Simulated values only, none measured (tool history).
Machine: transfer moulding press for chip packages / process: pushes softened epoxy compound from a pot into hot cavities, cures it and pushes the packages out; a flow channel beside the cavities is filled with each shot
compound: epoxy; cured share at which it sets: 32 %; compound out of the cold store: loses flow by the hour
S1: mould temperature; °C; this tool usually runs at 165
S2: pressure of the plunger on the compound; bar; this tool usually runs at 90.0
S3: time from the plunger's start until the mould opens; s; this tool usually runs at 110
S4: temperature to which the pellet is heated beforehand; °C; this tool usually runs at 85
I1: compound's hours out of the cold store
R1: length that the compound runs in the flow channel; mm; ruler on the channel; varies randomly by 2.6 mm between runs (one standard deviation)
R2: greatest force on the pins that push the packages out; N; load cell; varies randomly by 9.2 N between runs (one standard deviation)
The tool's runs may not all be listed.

Run 1, hour 0.0: usual settings; I1 8.4. Result: R1 941 mm, R2 853 N.
Run 2, hour 11.9: usual settings but S1 169 °C; I1 21.5. Result: R1 881 mm, R2 810 N.
Run 3, hour 23.6: usual settings but S1 169 °C, S2 75.6 bar; I1 26.2. Result: R1 796 mm, R2 798 N.
Run 4, hour 35.4: usual settings but S1 169 °C, S2 75.6 bar; I1 26.8. Result: R1 789 mm, R2 851 N.
Run 5, hour 42.2: usual settings but S2 95.9 bar; I1 32.9. Result: R1 883 mm, R2 910 N.
At hour 45.7: cavities cleaned with cleaning compound and waxed.
Run 6, hour 52.8: usual settings but S2 95.9 bar; I1 29.7. Result: R1 891 mm, R2 514 N.
Run 7, hour 65.5: usual settings but S2 95.9 bar; I1 26.2. Result: R1 906 mm, R2 609 N.
Run 8, hour 73.8: usual settings but S2 95.9 bar; I1 27.9. Result: R1 901 mm, R2 654 N.
Run 9, hour 81.3: usual settings but S2 95.9 bar; I1 27.9. Result: R1 899 mm, R2 703 N.
Run 10, hour 91.9: usual settings but S2 95.9 bar, S4 75 °C; I1 34.9. Result: R1 875 mm, R2 776 N.
Run 11, hour 101.8: usual settings but S4 89 °C; I1 29.8. Result: R1 862 mm, R2 793 N.
Run 12, hour 110.0: usual settings but S4 89 °C; I1 31.4. Result: R1 862 mm, R2 797 N.
Run 13, hour 123.8: usual settings but S4 89 °C; I1 15.4. Result: R1 907 mm, R2 852 N.
Run 14, hour 132.2: usual settings but S4 89 °C; I1 42.2. Result: R1 817 mm, R2 874 N.
Run 15, hour 145.6: usual settings but S2 84.7 bar, S3 118 s, S4 92 °C; I1 25.3. Result: R1 843 mm, R2 804 N.
At hour 156.9: cavities cleaned with cleaning compound and waxed.
Run 16, hour 156.9: usual settings but S2 74.1 bar, S3 113 s; I1 12.7. Result: R1 830 mm, R2 415 N.
Run 17, hour 165.4: usual settings but S1 162 °C, S2 76.4 bar, S3 111 s; I1 16.6. Result: R1 837 mm, R2 565 N.
Run 18, hour 173.9: usual settings but S1 162 °C, S2 103.0 bar, S3 106 s; I1 44.9. Result: R1 881 mm, R2 652 N.
Run 19, hour 182.6: usual settings but S1 170 °C, S2 98.3 bar, S4 87 °C; I1 21.3. Result: R1 907 mm, R2 590 N.
Run 20, hour 190.5: usual settings but S1 173 °C, S2 81.3 bar, S4 77 °C; I1 19.2. Result: R1 813 mm, R2 605 N.
At hour 196.2: plunger's sealing rings changed.
Run 21, hour 199.6: usual settings but S1 171 °C, S2 84.7 bar, S4 77 °C; I1 9.0. Result: R1 928 mm, R2 680 N.
Run 22, hour 214.0: usual settings but S2 93.9 bar, S3 99 s, S4 91 °C; I1 36.1. Result: R1 902 mm, R2 839 N.
Run 23, hour 221.2: usual settings but S1 168 °C, S3 114 s; I1 22.3. Result: R1 920 mm, R2 757 N.
Run 24, hour 234.6: usual settings but S1 168 °C, S3 114 s; I1 24.5. Result: R1 908 mm, R2 793 N.
Run 25, hour 248.7: usual settings but S1 168 °C, S3 114 s; I1 26.2. Result: R1 906 mm, R2 830 N.
Run 26, hour 259.6: usual settings but S2 78.0 bar, S3 139 s; I1 38.2. Result: R1 814 mm, R2 816 N.
Run 27, hour 265.7: usual settings but S2 71.2 bar, S3 133 s; I1 10.0. Result: R1 858 mm, R2 825 N.
At hour 270.9: cavities cleaned with cleaning compound and waxed.
Run 28, hour 277.5: usual settings but S1 169 °C; I1 22.2. Result: R1 914 mm, R2 454 N.

Consider 4 possible next runs. They are alternatives, not a sequence: every one starts from the tool as it was left by run 28. What does each give?
Run A, hour 288.7: usual settings; I1 44.7. Result: R1 ?, R2 ?.
Run B, hour 288.7: usual settings but S1 157 °C, S3 124 s, S4 81 °C; I1 12.6. Result: R1 ?, R2 ?.
Run C, hour 288.7: usual settings but S1 170 °C, S2 109.5 bar, S4 82 °C; I1 23.2. Result: R1 ?, R2 ?.
Run D, hour 288.7: usual settings but S1 163 °C, S3 126 s, S4 75 °C; I1 19.7. Result: R1 ?, R2 ?.

run    R1   R2
  A   850  579
  B  1000  737
  C  1000  562
  D   948  587
With no hidden state in the tool, these same runs would have given:
run    R1   R2
  A   861  405
  B  1012  519
  C  1012  393
  D   960  410

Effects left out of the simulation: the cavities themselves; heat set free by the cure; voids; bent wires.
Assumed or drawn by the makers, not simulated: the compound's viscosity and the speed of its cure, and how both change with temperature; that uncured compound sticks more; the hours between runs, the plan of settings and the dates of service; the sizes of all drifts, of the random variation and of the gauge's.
